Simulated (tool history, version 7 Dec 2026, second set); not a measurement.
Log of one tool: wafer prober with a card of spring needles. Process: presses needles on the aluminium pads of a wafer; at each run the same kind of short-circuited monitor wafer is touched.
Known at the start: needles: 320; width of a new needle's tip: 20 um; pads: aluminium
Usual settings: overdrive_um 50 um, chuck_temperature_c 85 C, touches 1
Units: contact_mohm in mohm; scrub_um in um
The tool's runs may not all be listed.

run 1 hour=0.0 | overdrive_um=50 chuck_temperature_c=85 touches=1 | contact_mohm=522 scrub_um=11.59
-- hour=3.4 tips cleaned on abrasive film
-- hour=20.0 tips cleaned on abrasive film
-- hour=36.6 tips cleaned on abrasive film
-- hour=53.2 tips cleaned on abrasive film
run 2 hour=53.4 | overdrive_um=50 chuck_temperature_c=85 touches=1 | contact_mohm=261 scrub_um=11.49
-- hour=63.3 height of the first contact set anew
-- hour=69.7 tips cleaned on abrasive film
-- hour=83.0 tips cleaned on abrasive film
-- hour=99.6 tips cleaned on abrasive film
run 3 hour=111.2 | overdrive_um=50 chuck_temperature_c=60 touches=1 | contact_mohm=557 scrub_um=11.75
-- hour=114.5 tips cleaned on abrasive film
-- hour=131.0 tips cleaned on abrasive film
-- hour=147.6 tips cleaned on abrasive film
-- hour=164.1 tips cleaned on abrasive film
run 4 hour=164.7 | overdrive_um=50 chuck_temperature_c=85 touches=1 | contact_mohm=271 scrub_um=11.69
-- hour=177.9 tips cleaned on abrasive film
-- hour=194.5 tips cleaned on abrasive film
-- hour=211.0 tips cleaned on abrasive film
-- hour=227.5 tips cleaned on abrasive film
run 5 hour=237.5 | overdrive_um=50 chuck_temperature_c=85 touches=1 | contact_mohm=543 scrub_um=11.64
-- hour=240.9 tips cleaned on abrasive film
-- hour=257.5 tips cleaned on abrasive film
-- hour=274.1 tips cleaned on abrasive film
run 6 hour=286.1 | overdrive_um=50 chuck_temperature_c=85 touches=1 | contact_mohm=560 scrub_um=11.59
-- hour=289.5 tips cleaned on abrasive film
-- hour=302.8 tips cleaned on abrasive film
-- hour=319.1 tips cleaned on abrasive film
-- hour=332.4 tips cleaned on abrasive film
-- hour=349.0 tips cleaned on abrasive film
run 7 hour=355.9 | overdrive_um=50 chuck_temperature_c=32 touches=1 | contact_mohm=517 scrub_um=11.53
-- hour=362.6 tips cleaned on abrasive film
-- hour=379.2 tips cleaned on abrasive film
-- hour=379.5 height of the first contact set anew
-- hour=395.8 tips cleaned on abrasive film
run 8 hour=407.9 | overdrive_um=50 chuck_temperature_c=85 touches=2 | contact_mohm=409 scrub_um=11.77
-- hour=411.3 tips cleaned on abrasive film
-- hour=421.3 tips cleaned on abrasive film, once more
-- hour=437.9 tips cleaned on abrasive film
run 9 hour=448.0 | overdrive_um=50 chuck_temperature_c=85 touches=2 | contact_mohm=409 scrub_um=11.75
-- hour=451.4 tips cleaned on abrasive film
-- hour=464.6 tips cleaned on abrasive film
-- hour=481.2 tips cleaned on abrasive film
-- hour=497.8 tips cleaned on abrasive film
run 10 hour=498.7 | overdrive_um=50 chuck_temperature_c=85 touches=2 | contact_mohm=251 scrub_um=11.68
-- hour=512.0 tips cleaned on abrasive film
-- hour=528.6 tips cleaned on abrasive film
run 11 hour=529.6 | overdrive_um=50 chuck_temperature_c=85 touches=2 | contact_mohm=274 scrub_um=11.66
-- hour=542.9 tips cleaned on abrasive film
-- hour=559.5 tips cleaned on abrasive film
-- hour=576.1 tips cleaned on abrasive film
-- hour=589.3 tips cleaned on abrasive film
-- hour=603.1 tips cleaned on abrasive film
run 12 hour=603.1 | overdrive_um=50 chuck_temperature_c=85 touches=2 | contact_mohm=227 scrub_um=11.59
-- hour=619.7 tips cleaned on abrasive film
-- hour=636.3 tips cleaned on abrasive film
-- hour=652.8 tips cleaned on abrasive film
run 13 hour=653.9 | overdrive_um=50 chuck_temperature_c=85 touches=1 | contact_mohm=319 scrub_um=11.53
-- hour=667.1 tips cleaned on abrasive film
-- hour=680.4 tips cleaned on abrasive film
-- hour=693.9 height of the first contact set anew
-- hour=696.5 tips cleaned on abrasive film
run 14 hour=696.5 | overdrive_um=50 chuck_temperature_c=85 touches=1 | contact_mohm=222 scrub_um=11.79
-- hour=713.1 tips cleaned on abrasive film
-- hour=729.5 tips cleaned on abrasive film
-- hour=742.8 tips cleaned on abrasive film
-- hour=759.4 tips cleaned on abrasive film
run 15 hour=771.1 | overdrive_um=50 chuck_temperature_c=45 touches=1 | contact_mohm=586 scrub_um=11.74
-- hour=774.5 tips cleaned on abrasive film
-- hour=791.0 tips cleaned on abrasive film
run 16 hour=801.7 | overdrive_um=34 chuck_temperature_c=85 touches=1 | contact_mohm=952 scrub_um=7.92
-- hour=804.8 tips cleaned on abrasive film
-- hour=818.1 tips cleaned on abrasive film
-- hour=834.5 tips cleaned on abrasive film
run 17 hour=844.5 | overdrive_um=35 chuck_temperature_c=102 touches=2 | contact_mohm=648 scrub_um=8.13
-- hour=847.9 tips cleaned on abrasive film
-- hour=864.5 tips cleaned on abrasive film
-- hour=877.8 tips cleaned on abrasive film
-- hour=893.9 tips cleaned on abrasive film
run 18 hour=895.8 | overdrive_um=35 chuck_temperature_c=102 touches=2 | contact_mohm=398 scrub_um=8.08
-- hour=909.1 tips cleaned on abrasive film
-- hour=922.4 tips cleaned on abrasive film
-- hour=939.0 tips cleaned on abrasive film
-- hour=955.4 tips cleaned on abrasive film
run 19 hour=959.3 | overdrive_um=69 chuck_temperature_c=61 touches=3 | contact_mohm=236 scrub_um=16.06
-- hour=969.3 tips cleaned on abrasive film
-- hour=982.6 tips cleaned on abrasive film
-- hour=999.1 tips cleaned on abrasive film
-- hour=1009.3 height of the first contact set anew
-- hour=1016.0 tips cleaned on abrasive film
run 20 hour=1021.9 | overdrive_um=39 chuck_temperature_c=104 touches=1 | contact_mohm=671 scrub_um=9.19
-- hour=1031.9 tips cleaned on abrasive film
-- hour=1048.4 tips cleaned on abrasive film
-- hour=1063.3 tips cleaned on abrasive film
run 21 hour=1063.3 | overdrive_um=30 chuck_temperature_c=85 touches=2 | contact_mohm=249 scrub_um=7.03
-- hour=1079.8 tips cleaned on abrasive film
-- hour=1096.4 tips cleaned on abrasive film
run 22 hour=1108.8 | overdrive_um=34 chuck_temperature_c=57 touches=1 | contact_mohm=1048 scrub_um=7.94
-- hour=1112.2 tips cleaned on abrasive film
-- hour=1128.8 tips cleaned on abrasive film
run 23 hour=1139.5 | overdrive_um=50 chuck_temperature_c=46 touches=1 | contact_mohm=581 scrub_um=11.68
-- hour=1142.9 tips cleaned on abrasive film
-- hour=1159.2 tips cleaned on abrasive film
-- hour=1175.8 tips cleaned on abrasive film
-- hour=1192.3 tips cleaned on abrasive film
run 24 hour=1196.2 | overdrive_um=58 chuck_temperature_c=33 touches=2 | contact_mohm=302 scrub_um=13.55
-- hour=1206.2 tips cleaned on abrasive film
-- hour=1222.6 tips cleaned on abrasive film
-- hour=1239.2 tips cleaned on abrasive film
-- hour=1255.7 tips cleaned on abrasive film
run 25 hour=1265.7 | overdrive_um=50 chuck_temperature_c=47 touches=1 | contact_mohm=602 scrub_um=11.60
-- hour=1272.1 tips cleaned on abrasive film
-- hour=1288.7 tips cleaned on abrasive film
-- hour=1305.0 tips cleaned on abrasive film
-- hour=1319.5 tips cleaned on abrasive film
run 26 hour=1319.5 | overdrive_um=38 chuck_temperature_c=85 touches=1 | contact_mohm=268 scrub_um=8.69
-- hour=1323.1 height of the first contact set anew
-- hour=1333.1 tips cleaned on abrasive film
-- hour=1349.6 tips cleaned on abrasive film
-- hour=1366.2 tips cleaned on abrasive film
-- hour=1382.8 tips cleaned on abrasive film
run 27 hour=1390.9 | overdrive_um=38 chuck_temperature_c=85 touches=1 | contact_mohm=810 scrub_um=8.92

3 ways to go on from here, each from the tool as it stands after run 27. What would each give?
-- hour=1397.5 tips cleaned on abrasive film
-- hour=1414.1 tips cleaned on abrasive film
-- hour=1430.7 tips cleaned on abrasive film
-- hour=1447.3 tips cleaned on abrasive film
run A hour=1455.4 | overdrive_um=68 chuck_temperature_c=58 touches=2 | contact_mohm=? scrub_um=?
-- hour=1397.5 tips cleaned on abrasive film
-- hour=1414.1 tips cleaned on abrasive film
-- hour=1430.7 tips cleaned on abrasive film
-- hour=1447.3 tips cleaned on abrasive film
run B hour=1455.4 | overdrive_um=36 chuck_temperature_c=85 touches=1 | contact_mohm=? scrub_um=?
-- hour=1397.5 tips cleaned on abrasive film
-- hour=1414.1 tips cleaned on abrasive film
-- hour=1430.7 tips cleaned on abrasive film
-- hour=1447.3 tips cleaned on abrasive film
run C hour=1455.4 | overdrive_um=51 chuck_temperature_c=55 touches=3 | contact_mohm=? scrub_um=?

run=A contact_mohm=315 scrub_um=15.92
run=B contact_mohm=878 scrub_um=8.37
run=C contact_mohm=322 scrub_um=11.91
Without the tool's hidden state the same runs would have given:
run=A contact_mohm=188 scrub_um=16.02
run=B contact_mohm=208 scrub_um=8.47
run=C contact_mohm=192 scrub_um=12.01
